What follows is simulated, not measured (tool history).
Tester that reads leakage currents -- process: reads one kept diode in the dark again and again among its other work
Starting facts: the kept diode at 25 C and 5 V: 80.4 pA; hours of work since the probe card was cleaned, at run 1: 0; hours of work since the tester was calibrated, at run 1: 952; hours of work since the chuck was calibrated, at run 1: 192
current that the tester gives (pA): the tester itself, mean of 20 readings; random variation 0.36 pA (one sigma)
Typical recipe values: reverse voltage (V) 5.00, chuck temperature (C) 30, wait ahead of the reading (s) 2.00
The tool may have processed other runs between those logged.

run	hour	reverse voltage (V)	chuck temperature (C)	wait ahead of the reading (s)	hours of work since the probe card was cleaned	hours of work since the tester was calibrated	hours of work since the chuck was calibrated	current that the tester gives (pA)
1	0.0	5.00	30	2.00	0	952	192	115.98
2	71.2	5.00	30	2.00	51	1003	243	115.02
3	148.5	16.06	30	2.00	106	1058	299	187.32
4	244.0	5.00	56	2.00	174	1126	367	670.56
5	379.8	5.00	30	1.85	271	1223	464	115.08
6	518.8	5.00	30	2.73	370	1322	563	113.38
7	630.6	5.00	30	2.73	450	1402	643	112.95
8	737.6	5.00	30	2.73	527	1479	719	112.82
9	879.2	1.08	30	2.00	628	1580	820	59.11
10	1013.2	1.08	30	2.00	724	1676	916	58.66
11	1130.9	1.08	30	2.00	808	1760	1000	58.33
12	1271.3	1.08	30	2.00	908	1860	1100	57.99
13	1407.4	7.93	30	2.00	1005	1957	1198	133.79
14	1513.9	1.17	30	2.00	1081	2033	1274	59.09
15	1607.2	5.00	30	2.00	1148	2100	1340	108.42
# hour 1710.5: chuck's temperature calibrated
16	1759.2	5.00	30	2.00	1255	2207	35	124.41
17	1911.1	5.00	30	2.00	1363	2315	143	123.36
18	2051.9	2.71	30	2.00	1464	2416	244	94.49
19	2196.3	2.71	30	2.00	1567	2519	347	93.49
20	2309.7	2.71	30	2.00	1648	2600	428	92.65
21	2471.8	13.13	27	1.69	1764	2716	544	154.68
22	2592.3	8.80	58	0.89	1850	2802	630	956.28
23	2720.1	1.65	26	0.47	1941	2893	721	56.14
24	2830.4	3.26	45	5.46	2020	2972	800	272.61
25	2942.0	2.64	27	4.43	2099	3051	879	71.72
26	3101.4	2.64	27	4.43	2213	3165	993	71.24
27	3241.7	11.35	47	8.34	2314	3266	1093	511.82
28	3366.6	1.91	26	2.21	2403	3355	1183	56.85
29	3463.3	4.35	60	2.00	2472	3424	1252	774.26
30	3621.2	4.02	45	5.04	2585	3537	1364	284.71
# hour 3699.1: chuck's temperature calibrated
31	3771.3	4.02	45	5.04	2690	3642	52	318.33
32	3869.7	1.77	54	5.04	2761	3713	122	404.50
33	4020.1	1.77	54	5.04	2868	3820	229	400.74
# hour 4151.7: probe card cleaned and baked
34	4160.3	15.36	30	0.55	6	3918	327	187.59
35	4300.9	10.37	36	2.69	107	4018	428	237.67
36	4423.3	7.03	58	0.58	194	4106	515	872.32
37	4502.7	1.01	32	2.06	251	4162	572	68.30
38	4607.0	5.00	28	2.00	325	4237	646	97.60
39	4691.2	1.38	30	1.97	385	4297	706	66.26

Below, some changes in current that the tester gives (pA) between adjacent runs. For each, the amount present without the hidden state too (settings, incoming material, random variation) and the amount remaining for the hidden state with gauge scatter not shared by both compared results:
Hidden conditions of the tool in this case: stray current of the dirty probe card, pA a volt; current scale over the true one, %; true chuck temperature over the reading, C; drift of the gauge itself on leakage_pa, %.
Run 21 -> 22: reverse voltage (V) 13.13 -> 8.80, chuck temperature (C) 27 -> 58, wait ahead of the reading (s) 1.69 -> 0.89. current that the tester gives (pA) +801.60: hidden state -44.23, all else +845.83.
Run 22 -> 23: reverse voltage (V) 8.80 -> 1.65, chuck temperature (C) 58 -> 26, wait ahead of the reading (s) 0.89 -> 0.47. current that the tester gives (pA) -900.14: hidden state +29.15, all else -929.29.
Run 28 -> 29: reverse voltage (V) 1.91 -> 4.35, chuck temperature (C) 26 -> 60, wait ahead of the reading (s) 2.21 -> 2.00. current that the tester gives (pA) +717.41: hidden state -64.37, all else +781.78.
Run 29 -> 30: reverse voltage (V) 4.35 -> 4.02, chuck temperature (C) 60 -> 45, wait ahead of the reading (s) 2.00 -> 5.04. current that the tester gives (pA) -489.55: hidden state +42.41, all else -531.96.
Run 36 -> 37: reverse voltage (V) 7.03 -> 1.01, chuck temperature (C) 58 -> 32, wait ahead of the reading (s) 0.58 -> 2.06. current that the tester gives (pA) -804.02: hidden state +27.24, all else -831.26.
